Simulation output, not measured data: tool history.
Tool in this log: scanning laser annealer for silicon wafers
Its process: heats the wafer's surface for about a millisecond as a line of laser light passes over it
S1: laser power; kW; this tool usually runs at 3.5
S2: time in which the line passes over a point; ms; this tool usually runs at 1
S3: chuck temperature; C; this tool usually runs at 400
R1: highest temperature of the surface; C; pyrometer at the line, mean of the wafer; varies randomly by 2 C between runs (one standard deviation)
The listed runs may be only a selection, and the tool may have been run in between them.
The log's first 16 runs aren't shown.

run,hour,S1,S2,S3,R1
17,543.9,3.5,1,400,1209
18,566.7,3.43,1,400,1188
19,593.2,3.43,1,400,1184
20,616.3,3.43,1,400,1185
21,644.4,3.013,1,405,1078
22,676.6,3.5,0.93,383,1160
23,705.8,3.456,0.71,394,1068
24,751.5,3.456,0.71,394,1067
25,784.4,3.563,1.08,433,1275
26,807.6,3.563,1.08,433,1277
27,828.7,3.507,1.17,419,1276
28,862.4,3.5,0.82,423,1150
29,883.4,3.5,0.82,423,1143
30,926.7,3.593,1,438,1253
31,952.3,3.151,1.23,420,1188
32,979.6,3.723,0.81,413,1182
33,1013.4,3.242,1.04,413,1145
34,1051.4,3.242,1.04,413,1142
35,1080.1,3.242,1.04,413,1139
# hour 1089: window over the wafer cleaned
# hour 1128.6: optics aligned, line set to its width
36,1132.1,3.242,1.04,426,1200
37,1173.8,3.533,1.24,364,1290
38,1211.4,3.533,1.07,436,1298
39,1239.4,3.5,0.82,434,1188
40,1263.4,3.027,1.13,402,1140

Consider 3 possible next runs. They are alternatives, not a sequence: every one starts from the tool as it was left by run 40. What does each give?
A,1302.2,3.409,1,400,?
B,1302.2,3.027,1.13,392,?
C,1302.2,3.5,1,387,?

run,R1
A,1196
B,1127
C,1211
With the hidden condition removed and each run's random variation left untouched, the same runs would have given:
run,R1
A,1219
B,1148
C,1235

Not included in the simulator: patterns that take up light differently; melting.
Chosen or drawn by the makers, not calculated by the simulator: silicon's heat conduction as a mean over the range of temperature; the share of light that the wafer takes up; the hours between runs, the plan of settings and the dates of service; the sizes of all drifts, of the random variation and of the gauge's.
